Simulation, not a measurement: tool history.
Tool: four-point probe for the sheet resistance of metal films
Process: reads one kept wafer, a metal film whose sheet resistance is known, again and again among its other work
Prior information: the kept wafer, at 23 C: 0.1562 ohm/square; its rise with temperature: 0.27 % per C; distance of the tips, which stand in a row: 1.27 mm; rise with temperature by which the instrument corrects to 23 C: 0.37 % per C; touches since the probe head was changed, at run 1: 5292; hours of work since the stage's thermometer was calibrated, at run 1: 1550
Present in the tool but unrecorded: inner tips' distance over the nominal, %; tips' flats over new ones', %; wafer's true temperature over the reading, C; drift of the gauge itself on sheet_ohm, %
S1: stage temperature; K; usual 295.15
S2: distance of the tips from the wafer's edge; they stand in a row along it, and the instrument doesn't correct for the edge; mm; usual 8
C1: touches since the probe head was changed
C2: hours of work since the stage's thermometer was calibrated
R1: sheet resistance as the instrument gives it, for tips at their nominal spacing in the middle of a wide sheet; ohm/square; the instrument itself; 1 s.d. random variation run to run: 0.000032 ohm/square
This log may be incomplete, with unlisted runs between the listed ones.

| run | hour | S1 | S2 | C1 | C2 | R1 |
|---|---|---|---|---|---|---|
| 1 | 0.0 | 295.15 | 8 | 5292 | 1550 | 0.157814 |
| 2 | 27.8 | 295.15 | 8 | 6073 | 1562 | 0.157782 |
| 3 | 45.4 | 292.15 | 8 | 6565 | 1570 | 0.158360 |
| 4 | 66.5 | 295.15 | 9 | 7159 | 1579 | 0.157352 |
| 5 | 81.7 | 295.15 | 9 | 7586 | 1586 | 0.157418 |
| 6 | 105.6 | 295.15 | 9 | 8256 | 1596 | 0.157374 |
| 7 | 128.1 | 295.15 | 9 | 8889 | 1606 | 0.157358 |
| 8 | 148.6 | 295.15 | 5 | 9462 | 1615 | 0.160881 |
| 9 | 160.6 | 295.15 | 5 | 9799 | 1620 | 0.160881 |
| 10 | 183.2 | 295.15 | 59 | 10435 | 1630 | 0.155728 |
| 11 | 199.7 | 295.15 | 59 | 10899 | 1638 | 0.155752 |
| 12 | 223.0 | 296.15 | 14 | 11552 | 1648 | 0.156192 |
| 13 | 242.5 | 296.15 | 14 | 12100 | 1656 | 0.156222 |
| 14 | 255.6 | 296.15 | 14 | 12466 | 1662 | 0.156181 |
| 15 | 279.3 | 297.15 | 3 | 13130 | 1672 | 0.168874 |
| 16 | 296.1 | 296.15 | 46 | 13604 | 1680 | 0.155524 |
| 17 | 322.3 | 296.15 | 46 | 14338 | 1691 | 0.155563 |
| 18 | 349.5 | 296.15 | 46 | 15102 | 1703 | 0.155576 |
| 19 | 361.8 | 294.15 | 6 | 15446 | 1709 | 0.159492 |
| 20 | 378.7 | 295.15 | 10 | 15921 | 1716 | 0.156984 |
| 21 | 394.4 | 298.15 | 6 | 16363 | 1723 | 0.158846 |
| 22 | 422.0 | 303.15 | 23 | 17137 | 1735 | 0.154553 |

Alternative continuations, all from the tool just after run 22; predict every row:
| A | 438.9 | 293.15 | 23 | 17611 | 1742 | ? |
| B | 438.9 | 295.15 | 22 | 17611 | 1742 | ? |
| C | 438.9 | 303.15 | 46 | 17611 | 1742 | ? |

| run | R1 |
|---|---|
| A | 0.156177 |
| B | 0.155891 |
| C | 0.154387 |
Stripped of hidden state, with their random variation kept, the same runs would have yielded:
| run | R1 |
|---|---|
| A | 0.156933 |
| B | 0.156644 |
| C | 0.155127 |
